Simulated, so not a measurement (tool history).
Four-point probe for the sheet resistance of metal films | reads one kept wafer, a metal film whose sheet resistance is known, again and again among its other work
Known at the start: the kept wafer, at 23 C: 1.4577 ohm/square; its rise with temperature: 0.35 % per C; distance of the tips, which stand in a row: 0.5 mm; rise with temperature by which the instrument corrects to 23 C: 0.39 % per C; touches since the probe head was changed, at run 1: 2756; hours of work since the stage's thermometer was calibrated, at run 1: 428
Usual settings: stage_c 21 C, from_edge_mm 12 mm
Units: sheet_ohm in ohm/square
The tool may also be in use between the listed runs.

run	hour	stage_c	from_edge_mm	touches since the probe head was changed	hours of work since the stage's thermometer was calibrated	sheet_ohm
1	0	21	12	2756	428	1.460095
2	9	21	12	3073	433	1.460079
3	24.1	20	12	3605	442	1.46063
4	38.6	20	12	4116	450	1.460772
5	50.5	20	12	4535	457	1.461008
6	64.9	20	12	5041	465	1.460494
7	73.4	20	12	5340	470	1.460592
8	81.8	20	12	5637	474	1.460996
9	96.9	20	12	6170	483	1.460526
10	105.8	35	12	6481	488	1.453726
11	119.8	35	12	6974	496	1.453463
12	133.4	35	12	7454	504	1.453528
13	152	35	12	8109	514	1.453602
14	167.7	35	12	8662	523	1.453197
15	185	35	12	9271	533	1.453392
16	203	35	12	9904	543	1.453487
17	216.9	20	12	10395	551	1.460423
18	224.5	21	12	10663	555	1.460153
19	237.6	21	12	11124	562	1.459894
20	245.7	21	12	11409	567	1.459572
21	262.3	21	24	11993	576	1.459195
22	276.7	21	24	12501	584	1.459147
23	287.9	21	5	12893	591	1.466408
24	297.9	24	6	13245	596	1.462232
25	314.5	22	8	13831	606	1.461335
26	332.6	22	8	14468	616	1.461032
27	341.1	21	5	14767	621	1.466999
28	348.7	21	5	15036	625	1.466303
29	360.5	19	6	15451	632	1.464823
30	375.1	29	15	15966	640	1.455705
31	391.7	29	15	16550	649	1.455777
32	405.9	20	36	17048	657	1.45932
33	422.9	22	36	17650	667	1.458638
34	434.7	32	23	18065	674	1.453731
35	447	19	14	18497	680	1.461032
36	454.7	30	44	18768	685	1.454086
37	468.4	19	12	19250	693	1.461345
38	480	33	10	19660	699	1.454824
39	492.9	21	54	20113	706	1.45834
40	503.1	22	3	20472	712	1.479695
41	516	19	4	20927	719	1.471337
42	529.4	25	12	21400	727	1.458368
43	547.8	25	10	22047	737	1.458587

4 ways to go on from here, each from the tool as it stands after run 43. What would each give?
A	559	29	13	22440	744	?
B	559	26	66	22440	744	?
C	559	21	7	22440	744	?
D	559	30	67	22440	744	?

run	sheet_ohm
A	1.455852
B	1.456219
C	1.462635
D	1.454327
Without the tool's hidden state the same runs would have given:
run	sheet_ohm
A	1.455784
B	1.456152
C	1.462568
D	1.45426
